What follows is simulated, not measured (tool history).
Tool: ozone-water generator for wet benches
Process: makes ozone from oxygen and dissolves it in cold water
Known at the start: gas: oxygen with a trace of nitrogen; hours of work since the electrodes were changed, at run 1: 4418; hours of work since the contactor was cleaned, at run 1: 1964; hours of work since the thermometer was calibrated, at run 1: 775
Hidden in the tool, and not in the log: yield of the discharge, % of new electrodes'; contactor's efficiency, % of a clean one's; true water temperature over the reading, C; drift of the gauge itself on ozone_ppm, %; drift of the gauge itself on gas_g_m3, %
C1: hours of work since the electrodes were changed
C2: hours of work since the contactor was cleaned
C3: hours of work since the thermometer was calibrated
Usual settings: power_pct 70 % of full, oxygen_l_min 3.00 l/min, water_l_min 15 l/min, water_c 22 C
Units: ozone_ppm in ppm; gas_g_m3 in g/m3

{"run": 1, "hour": 0.0, "power_pct": 70, "oxygen_l_min": 3.0, "water_l_min": 15, "water_c": 22, "C1": 4418, "C2": 1964, "C3": 775, "ozone_ppm": 18.4, "gas_g_m3": 226.6}
{"run": 2, "hour": 111.9, "power_pct": 70, "oxygen_l_min": 3.0, "water_l_min": 15, "water_c": 22, "C1": 4521, "C2": 2068, "C3": 878, "ozone_ppm": 18.4, "gas_g_m3": 226.9}
{"run": 3, "hour": 254.1, "power_pct": 70, "oxygen_l_min": 3.0, "water_l_min": 15, "water_c": 22, "C1": 4653, "C2": 2199, "C3": 1009, "ozone_ppm": 18.0, "gas_g_m3": 227.5}
{"run": 4, "hour": 332.2, "power_pct": 85, "oxygen_l_min": 3.0, "water_l_min": 15, "water_c": 22, "C1": 4725, "C2": 2271, "C3": 1082, "ozone_ppm": 21.7, "gas_g_m3": 270.6}
{"run": 5, "hour": 451.6, "power_pct": 70, "oxygen_l_min": 3.0, "water_l_min": 15, "water_c": 22, "C1": 4835, "C2": 2381, "C3": 1192, "ozone_ppm": 18.2, "gas_g_m3": 227.4}
{"run": 6, "hour": 561.0, "power_pct": 70, "oxygen_l_min": 3.0, "water_l_min": 15, "water_c": 22, "C1": 4936, "C2": 2483, "C3": 1293, "ozone_ppm": 18.2, "gas_g_m3": 225.6}
{"run": 7, "hour": 710.3, "power_pct": 70, "oxygen_l_min": 3.0, "water_l_min": 15, "water_c": 22, "C1": 5074, "C2": 2621, "C3": 1431, "ozone_ppm": 18.3, "gas_g_m3": 229.0}

The next listed run, before its measurement:
{"hour": 725.6, "done": "contactor cleaned"}
{"run": 8, "hour": 828.7, "power_pct": 70, "oxygen_l_min": 2.96, "water_l_min": 12, "water_c": 30, "C1": 5180, "C2": 95, "C3": 1537, "ozone_ppm": "?", "gas_g_m3": "?"}

ozone_ppm: 19.6 ppm
gas_g_m3: 227.9 g/m3
Without the tool's hidden state the same run would have given ozone_ppm 19.7 ppm, gas_g_m3 228.8 g/m3.

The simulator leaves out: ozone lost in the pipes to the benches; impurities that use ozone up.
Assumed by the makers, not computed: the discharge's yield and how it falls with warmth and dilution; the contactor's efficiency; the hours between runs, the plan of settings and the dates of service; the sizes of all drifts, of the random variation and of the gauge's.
